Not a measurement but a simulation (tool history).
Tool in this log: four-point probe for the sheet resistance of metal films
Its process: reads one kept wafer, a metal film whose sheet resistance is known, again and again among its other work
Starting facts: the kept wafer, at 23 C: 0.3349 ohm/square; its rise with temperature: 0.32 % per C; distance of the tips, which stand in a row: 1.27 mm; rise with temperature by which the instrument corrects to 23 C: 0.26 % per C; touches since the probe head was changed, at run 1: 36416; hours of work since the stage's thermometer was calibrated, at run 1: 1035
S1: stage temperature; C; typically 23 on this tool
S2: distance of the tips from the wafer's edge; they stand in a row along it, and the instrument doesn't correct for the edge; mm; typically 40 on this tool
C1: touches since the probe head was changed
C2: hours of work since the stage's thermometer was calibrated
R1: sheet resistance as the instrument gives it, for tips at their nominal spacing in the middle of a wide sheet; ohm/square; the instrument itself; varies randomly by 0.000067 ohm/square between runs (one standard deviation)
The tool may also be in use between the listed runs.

Run 1, hour 0.0: usual settings; C1 36416; C2 1035. Result: R1 0.334099 ohm/square.
Run 2, hour 48.0: usual settings; C1 38499; C2 1067. Result: R1 0.334028 ohm/square.
Run 3, hour 94.6: usual settings but S2 26 mm; C1 40523; C2 1098. Result: R1 0.334460 ohm/square.
Run 4, hour 119.3: usual settings but S2 26 mm; C1 41595; C2 1115. Result: R1 0.334335 ohm/square.
Run 5, hour 148.3: usual settings but S1 18 C, S2 26 mm; C1 42852; C2 1134. Result: R1 0.333225 ohm/square.
Run 6, hour 176.4: usual settings but S1 18 C, S2 26 mm; C1 44068; C2 1153. Result: R1 0.333302 ohm/square.
Run 7, hour 216.4: usual settings but S1 18 C, S2 26 mm; C1 45808; C2 1180. Result: R1 0.333307 ohm/square.
Run 8, hour 246.2: usual settings but S1 18 C, S2 26 mm; C1 47097; C2 1200. Result: R1 0.333247 ohm/square.
Run 9, hour 276.8: usual settings; C1 48429; C2 1221. Result: R1 0.334252 ohm/square.
Run 10, hour 325.2: usual settings but S2 67 mm; C1 50527; C2 1254. Result: R1 0.334198 ohm/square.
Run 11, hour 363.3: usual settings but S2 67 mm; C1 52180; C2 1279. Result: R1 0.334109 ohm/square.
Run 12, hour 393.0: usual settings but S2 67 mm; C1 53468; C2 1299. Result: R1 0.334038 ohm/square.
Run 13, hour 445.1: usual settings; C1 55729; C2 1334. Result: R1 0.334407 ohm/square.
Run 14, hour 481.5: usual settings; C1 57310; C2 1359. Result: R1 0.334457 ohm/square.
Run 15, hour 511.7: usual settings but S1 28 C; C1 58618; C2 1379. Result: R1 0.335368 ohm/square.
Run 16, hour 557.4: usual settings; C1 60605; C2 1410. Result: R1 0.334501 ohm/square.
At hour 580.7: stage's thermometer calibrated.
Run 17, hour 607.3: usual settings; C1 62746; C2 18. Result: R1 0.334514 ohm/square.
Run 18, hour 630.9: usual settings; C1 63771; C2 34. Result: R1 0.334664 ohm/square.
Run 19, hour 678.1: usual settings; C1 65817; C2 66. Result: R1 0.334668 ohm/square.
Run 20, hour 701.0: usual settings but S1 22 C, S2 15 mm; C1 66813; C2 81. Result: R1 0.335381 ohm/square.
Run 21, hour 732.9: usual settings but S1 19 C, S2 5 mm; C1 68198; C2 102. Result: R1 0.344787 ohm/square.
Run 22, hour 766.6: usual settings but S1 19 C, S2 5 mm; C1 69658; C2 125. Result: R1 0.344737 ohm/square.
Run 23, hour 792.5: usual settings but S1 19 C, S2 5 mm; C1 70784; C2 143. Result: R1 0.344754 ohm/square.
Run 24, hour 822.0: usual settings but S2 11 mm; C1 72062; C2 162. Result: R1 0.336912 ohm/square.
Run 25, hour 855.6: usual settings but S1 29 C, S2 14 mm; C1 73520; C2 185. Result: R1 0.337353 ohm/square.
Run 26, hour 880.1: usual settings but S1 29 C, S2 14 mm; C1 74582; C2 202. Result: R1 0.337452 ohm/square.
Run 27, hour 905.3: usual settings but S1 20 C, S2 19 mm; C1 75677; C2 219. Result: R1 0.334673 ohm/square.
Run 28, hour 949.1: usual settings but S1 24 C, S2 4 mm; C1 77578; C2 248. Result: R1 0.352087 ohm/square.
Run 29, hour 998.0: usual settings but S1 24 C, S2 4 mm; C1 79701; C2 281. Result: R1 0.351969 ohm/square.
Run 30, hour 1036.1: usual settings but S2 10 mm; C1 81355; C2 307. Result: R1 0.337621 ohm/square.
Run 31, hour 1074.3: usual settings but S1 29 C, S2 19 mm; C1 83013; C2 332. Result: R1 0.336830 ohm/square.

Selected run-to-run steps in R1, each split into two signed amounts: the part the tool would show with no hidden state at all (from settings, incoming material and random variation), and the remainder, which goes to the hidden state together with any gauge scatter not common to the measured and the hidden-state-free results:
What the log doesn't record here: inner tips' distance over the nominal, %; tips' flats over new ones', %; wafer's true temperature over the reading, C; drift of the gauge itself on sheet_ohm, %.
Run 9 -> 10: S2 40 -> 67. R1 -0.000054 ohm/square: hidden state +0.000029, all else -0.000083.
Run 16 -> 17: stage's thermometer calibrated. R1 +0.000013 ohm/square: hidden state +0.000239, all else -0.000226.
Run 20 -> 21: S1 22 -> 19, S2 15 -> 5. R1 +0.009406 ohm/square: hidden state +0.000007, all else +0.009399.
Run 27 -> 28: S1 20 -> 24, S2 19 -> 4. R1 +0.017414 ohm/square: hidden state +0.000009, all else +0.017405.
Run 29 -> 30: S1 24 -> 23, S2 4 -> 10. R1 -0.014348 ohm/square: hidden state +0.000030, all else -0.014378.

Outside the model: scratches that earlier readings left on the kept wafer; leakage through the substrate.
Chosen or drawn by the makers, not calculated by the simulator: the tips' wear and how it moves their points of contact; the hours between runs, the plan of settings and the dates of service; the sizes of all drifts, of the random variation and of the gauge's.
